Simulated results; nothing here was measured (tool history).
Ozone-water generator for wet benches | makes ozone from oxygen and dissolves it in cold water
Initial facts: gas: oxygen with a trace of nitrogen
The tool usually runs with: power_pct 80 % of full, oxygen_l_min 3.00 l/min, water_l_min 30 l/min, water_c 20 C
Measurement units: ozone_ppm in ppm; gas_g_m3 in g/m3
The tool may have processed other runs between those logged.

run   hour  power_pct  oxygen_l_min  water_l_min  water_c  ozone_ppm  gas_g_m3
  1    0.0         80          3.00           30       20        8.9     229.5
  2   22.2         80          4.51           30       20       10.1     194.6
  3   53.2         80          4.51           33       20        8.9     192.6
      75.9  -- contactor cleaned
  4   82.8         80          4.51           33       20        9.8     193.2
  5  117.7         80          3.00           30       20        9.6     230.0
  6  158.9         80          3.00           30       20        9.4     227.3
  7  178.3         80          3.00           30       20        9.5     230.9
  8  203.3         42          3.00           30       20        6.7     156.7
  9  224.9         42          3.00           30       20        6.6     160.0
 10  263.5         80          3.00           30       21        9.3     226.9
 11  299.2         80          3.00           30       23        9.0     227.9
 12  336.2         80          3.00           30       20        9.2     227.3
 13  355.7         80          3.00           30       20        9.3     226.4
 14  380.5         80          3.00           30       20        9.4     226.7
 15  418.2         80          2.03           30       20        8.1     267.0
 16  443.0         80          2.03           30       20        8.1     265.4
 17  479.2         99          2.15           42       20        6.1     293.4
 18  501.1         47          2.15           20       20        9.5     192.3
 19  542.4         77          1.87           29       18        8.0     269.9
 20  560.5         79          3.00           30       16        9.4     220.4
 21  601.3         64          3.00           32       26        7.3     197.6
 22  636.0         64          3.00           30       15        8.3     198.2
 23  666.0         49          4.08           20       20       11.4     149.7
 24  705.6         49          4.08           20       20       11.5     150.0
 25  743.3         78          2.43           30       20        8.5     240.9
 26  760.8         80          2.87           30       20        8.8     224.1
 27  790.0         45          1.53           30       20        5.0     215.9
 28  826.7         45          1.53           30       27        5.0     215.6
 29  863.6         45          1.53           30       27        4.9     215.1
 30  897.2         80          3.00           21       15       14.1     222.9
 31  925.0         80          1.65           45       15        4.3     287.6
 32  951.2         80          1.50           30       20        6.9     294.1

4 ways to go on from here, each from the tool as it stands after run 32. What would each give?
  A  985.8         84          3.00           30       20          ?         ?
  B  985.8         77          3.00           28       20          ?         ?
  C  985.8         53          3.00           28       20          ?         ?
  D  985.8         95          5.35           30       13          ?         ?

run  ozone_ppm  gas_g_m3
  A        9.3     226.6
  B        9.9     216.7
  C        7.7     176.8
  D       12.4     187.9
Stripped of hidden state, with their random variation kept, the same runs would have yielded:
run  ozone_ppm  gas_g_m3
  A       10.1     241.4
  B       10.7     230.2
  C        8.2     185.5
  D       13.6     201.0

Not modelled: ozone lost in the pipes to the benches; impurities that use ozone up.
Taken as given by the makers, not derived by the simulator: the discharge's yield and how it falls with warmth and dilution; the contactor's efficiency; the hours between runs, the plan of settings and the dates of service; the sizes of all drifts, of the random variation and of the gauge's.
